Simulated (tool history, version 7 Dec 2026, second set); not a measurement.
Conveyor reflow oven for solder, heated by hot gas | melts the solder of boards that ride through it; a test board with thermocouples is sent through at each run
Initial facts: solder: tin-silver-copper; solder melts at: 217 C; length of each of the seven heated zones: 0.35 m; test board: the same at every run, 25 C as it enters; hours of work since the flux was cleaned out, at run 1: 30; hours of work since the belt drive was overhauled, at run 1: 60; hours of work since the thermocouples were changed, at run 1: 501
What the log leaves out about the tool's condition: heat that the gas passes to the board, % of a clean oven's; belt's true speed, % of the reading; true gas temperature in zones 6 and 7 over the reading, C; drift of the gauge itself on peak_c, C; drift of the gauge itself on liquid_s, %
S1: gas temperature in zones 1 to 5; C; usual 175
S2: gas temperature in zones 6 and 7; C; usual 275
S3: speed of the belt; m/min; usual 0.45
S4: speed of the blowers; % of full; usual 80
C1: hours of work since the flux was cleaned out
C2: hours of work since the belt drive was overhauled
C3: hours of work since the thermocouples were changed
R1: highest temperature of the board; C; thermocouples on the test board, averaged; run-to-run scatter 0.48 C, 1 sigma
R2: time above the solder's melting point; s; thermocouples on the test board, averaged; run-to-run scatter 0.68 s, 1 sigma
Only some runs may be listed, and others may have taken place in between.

run   hour   S1   S2     S3  S4   C1   C2   C3     R1     R2
  1      0  175  275   0.45  80   30   60  501  258.3   74.5
  2   11.1  175  275   0.45  80   37   67  508  258.3   74.4
  3   18.5  175  275   0.45  80   42   72  513  258.9     76
  4   23.7  175  275  0.497  80   46   76  517  254.9   64.9
  5   32.1  175  275   0.45  80   52   82  523  258.4   74.7
  6     38  175  275   0.45  80   56   86  527  258.5   74.7
  7   45.7  175  275   0.45  80   61   91  532  258.1   74.6
  8   52.6  175  275   0.45  54   65   96  537  253.2     70
  9   63.2  175  275   0.45  52   73  103  544  251.6   68.7
 10   70.3  175  275   0.45  52   78  108  549  251.3     69
      75.4  -- belt drive overhauled, speed set with a stopwatch
 11   86.3  175  275   0.45  52   86    7  557  252.2   67.7
 12   96.6  175  275  0.375  80   93   14  564  262.4   95.4
     105.9  -- belt drive overhauled, speed set with a stopwatch, once more
 13  111.6  175  275  0.375  80  100    4  571  262.3   95.2
 14  122.4  175  275  0.375  80  108   11  579  262.5   93.8
 15  129.2  175  275  0.375  80  112   16  583  262.4   96.1
 16  139.8  175  269   0.54  56  120   23  591  240.4   44.2
 17  146.5  180  275   0.54  56  124   28  595  247.4   51.8
 18  154.3  180  275   0.54  56  129   33  601  246.6     52
 19  166.3  175  275  0.512  68  138   41  609  251.1   58.3
 20  176.9  162  283   0.45  80  145   48  616  262.7   73.6
 21  187.4  162  283   0.45  80  152   56  623  261.5   72.5
 22  194.3  183  275  0.504  80  157   60  628  254.2   66.5
 23  204.8  165  279  0.512  75  164   68  635  251.5   56.8
 24  209.9  175  284   0.39  63  167   71  639    266   91.5
 25  219.7  186  285   0.51  84  174   78  645  263.9   74.4
 26  224.7  186  285   0.51  84  178   81  649    263   73.2
 27  232.6  186  285  0.397  81  183   87  654  270.1   99.6
 28  244.4  171  285  0.397  81  191   95  662  269.5   92.4
 29  251.2  173  283  0.362  73  196   99  667  268.9  101.8
 30  259.4  173  283  0.362  73  201  105  672  268.4  101.1

Across each entry between runs, compare the hidden state at the last listed run before it with the hidden state at the first listed run after it:
Runs 10 to 11: belt drive overhauled, speed set with a stopwatch (hour 75.4)
  heat that the gas passes to the board, % of a clean oven's: 96.6 -> 96.2; belt's true speed, % of the reading: 100 -> 99.98; true gas temperature in zones 6 and 7 over the reading, C: -1.57 -> -1.6
  measured result minus the result with no hidden state, R1: -2.2 -> -2.3 C; R2: -2.2 -> -2.2 s
Runs 12 to 13: belt drive overhauled, speed set with a stopwatch, once more (hour 105.9)
  heat that the gas passes to the board, % of a clean oven's: 95.9 -> 95.6; belt's true speed, % of the reading: 99.97 -> 100.05; true gas temperature in zones 6 and 7 over the reading, C: -1.62 -> -1.64
  measured result minus the result with no hidden state, R1: -2.3 -> -2.5 C; R2: -1.8 -> -2 s
